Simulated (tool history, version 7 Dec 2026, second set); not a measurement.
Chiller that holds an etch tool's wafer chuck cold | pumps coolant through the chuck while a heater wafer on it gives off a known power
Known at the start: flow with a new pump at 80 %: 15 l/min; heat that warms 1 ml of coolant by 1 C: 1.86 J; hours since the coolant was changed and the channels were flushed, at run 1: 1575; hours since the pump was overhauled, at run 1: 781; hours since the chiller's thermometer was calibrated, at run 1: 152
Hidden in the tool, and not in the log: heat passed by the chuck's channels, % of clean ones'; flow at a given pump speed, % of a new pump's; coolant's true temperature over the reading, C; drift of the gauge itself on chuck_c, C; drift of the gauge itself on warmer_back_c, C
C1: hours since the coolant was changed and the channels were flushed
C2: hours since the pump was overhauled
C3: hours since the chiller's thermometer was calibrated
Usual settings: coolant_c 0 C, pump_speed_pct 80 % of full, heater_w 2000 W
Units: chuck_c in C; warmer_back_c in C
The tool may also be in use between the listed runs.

run 1 hour=0 | coolant_c=0 pump_speed_pct=80 heater_w=2000 | C1=1575 C2=781 C3=152 | chuck_c=15 warmer_back_c=4.45
run 2 hour=145.9 | coolant_c=0 pump_speed_pct=80 heater_w=2000 | C1=1721 C2=927 C3=298 | chuck_c=14.9 warmer_back_c=4.45
run 3 hour=224.3 | coolant_c=0 pump_speed_pct=69 heater_w=2000 | C1=1799 C2=1005 C3=377 | chuck_c=16.9 warmer_back_c=5.14
run 4 hour=375.8 | coolant_c=0 pump_speed_pct=69 heater_w=2000 | C1=1951 C2=1156 C3=528 | chuck_c=17 warmer_back_c=5.21
run 5 hour=514 | coolant_c=0 pump_speed_pct=69 heater_w=2000 | C1=2089 C2=1295 C3=666 | chuck_c=17.2 warmer_back_c=5.13
run 6 hour=666.1 | coolant_c=8 pump_speed_pct=69 heater_w=2000 | C1=2241 C2=1447 C3=818 | chuck_c=25.2 warmer_back_c=5.23
run 7 hour=804.4 | coolant_c=8 pump_speed_pct=69 heater_w=1962 | C1=2379 C2=1585 C3=957 | chuck_c=24.8 warmer_back_c=5.12
run 8 hour=876.6 | coolant_c=8 pump_speed_pct=69 heater_w=1962 | C1=2452 C2=1657 C3=1029 | chuck_c=25.1 warmer_back_c=5.2
run 9 hour=982.3 | coolant_c=8 pump_speed_pct=69 heater_w=1962 | C1=2557 C2=1763 C3=1135 | chuck_c=25 warmer_back_c=5.16
run 10 hour=1056 | coolant_c=8 pump_speed_pct=69 heater_w=1962 | C1=2631 C2=1837 C3=1208 | chuck_c=25 warmer_back_c=5.2
-- hour=1069 chiller's thermometer calibrated
run 11 hour=1163.4 | coolant_c=8 pump_speed_pct=69 heater_w=1962 | C1=2737 C2=1943 C3=94 | chuck_c=25.1 warmer_back_c=5.22
run 12 hour=1249.6 | coolant_c=2 pump_speed_pct=80 heater_w=2000 | C1=2824 C2=2029 C3=181 | chuck_c=17.7 warmer_back_c=4.6
run 13 hour=1370.4 | coolant_c=2 pump_speed_pct=80 heater_w=2000 | C1=2944 C2=2150 C3=301 | chuck_c=17.6 warmer_back_c=4.62
run 14 hour=1480.6 | coolant_c=2 pump_speed_pct=80 heater_w=2000 | C1=3055 C2=2260 C3=412 | chuck_c=17.6 warmer_back_c=4.63
-- hour=1494.4 coolant changed, channels flushed
run 15 hour=1560.2 | coolant_c=0 pump_speed_pct=80 heater_w=2000 | C1=66 C2=2334 C3=485 | chuck_c=14.7 warmer_back_c=4.61
run 16 hour=1678.1 | coolant_c=0 pump_speed_pct=64 heater_w=2000 | C1=184 C2=2452 C3=603 | chuck_c=17.8 warmer_back_c=5.78
run 17 hour=1749.8 | coolant_c=0 pump_speed_pct=70 heater_w=2025 | C1=255 C2=2523 C3=675 | chuck_c=16.9 warmer_back_c=5.43
run 18 hour=1820.4 | coolant_c=0 pump_speed_pct=84 heater_w=1256 | C1=326 C2=2594 C3=745 | chuck_c=8.8 warmer_back_c=2.76
run 19 hour=1887.2 | coolant_c=0 pump_speed_pct=71 heater_w=2819 | C1=393 C2=2661 C3=812 | chuck_c=23.3 warmer_back_c=7.44
-- hour=1949.7 chiller's thermometer calibrated, once more
run 20 hour=1984.5 | coolant_c=0 pump_speed_pct=99 heater_w=2000 | C1=489 C2=2757 C3=35 | chuck_c=13 warmer_back_c=3.83
run 21 hour=2057.1 | coolant_c=4 pump_speed_pct=99 heater_w=2000 | C1=562 C2=2830 C3=107 | chuck_c=17.1 warmer_back_c=3.89
run 22 hour=2126.8 | coolant_c=4 pump_speed_pct=99 heater_w=2187 | C1=631 C2=2899 C3=177 | chuck_c=18.4 warmer_back_c=4.22
run 23 hour=2264 | coolant_c=4 pump_speed_pct=99 heater_w=2187 | C1=769 C2=3037 C3=314 | chuck_c=18.3 warmer_back_c=4.26
run 24 hour=2348.9 | coolant_c=4 pump_speed_pct=99 heater_w=2187 | C1=853 C2=3122 C3=399 | chuck_c=18.4 warmer_back_c=4.22
run 25 hour=2445.9 | coolant_c=4 pump_speed_pct=99 heater_w=2187 | C1=950 C2=3219 C3=496 | chuck_c=18.5 warmer_back_c=4.31
run 26 hour=2538.1 | coolant_c=3 pump_speed_pct=79 heater_w=2000 | C1=1043 C2=3311 C3=588 | chuck_c=18.9 warmer_back_c=4.93
run 27 hour=2683.8 | coolant_c=-10 pump_speed_pct=80 heater_w=2000 | C1=1188 C2=3456 C3=734 | chuck_c=5.8 warmer_back_c=4.85
run 28 hour=2789.3 | coolant_c=5 pump_speed_pct=99 heater_w=1119 | C1=1294 C2=3562 C3=840 | chuck_c=12.5 warmer_back_c=2.2
run 29 hour=2860 | coolant_c=-4 pump_speed_pct=93 heater_w=1823 | C1=1365 C2=3633 C3=910 | chuck_c=8.8 warmer_back_c=3.86
run 30 hour=3014.5 | coolant_c=0 pump_speed_pct=80 heater_w=1952 | C1=1519 C2=3787 C3=1065 | chuck_c=15.7 warmer_back_c=4.76
run 31 hour=3162.2 | coolant_c=0 pump_speed_pct=77 heater_w=1952 | C1=1667 C2=3935 C3=1213 | chuck_c=16.4 warmer_back_c=4.95

Hidden state or all else? Some run-to-run changes of chuck_c, split into what the settings, what came in and random variation would give without the hidden state, and what is left for the hidden state (with any gauge scatter that isn't in both results):
Run 14 -> 15: coolant_c 2 -> 0, coolant changed, channels flushed. chuck_c -2.9 C: hidden state -1, all else -1.9.
Run 18 -> 19: pump_speed_pct 84 -> 71, heater_w 1256 -> 2819. chuck_c +14.5 C: hidden state +1.2, all else +13.3.
Run 19 -> 20: pump_speed_pct 71 -> 99, heater_w 2819 -> 2000, chiller's thermometer calibrated, once more. chuck_c -10.3 C: hidden state -0.3, all else -10.
Run 26 -> 27: coolant_c 3 -> -10, pump_speed_pct 79 -> 80. chuck_c -13.1 C: hidden state +0.1, all else -13.2.
Run 27 -> 28: coolant_c -10 -> 5, pump_speed_pct 80 -> 99, heater_w 2000 -> 1119. chuck_c +6.7 C: hidden state -1, all else +7.7.

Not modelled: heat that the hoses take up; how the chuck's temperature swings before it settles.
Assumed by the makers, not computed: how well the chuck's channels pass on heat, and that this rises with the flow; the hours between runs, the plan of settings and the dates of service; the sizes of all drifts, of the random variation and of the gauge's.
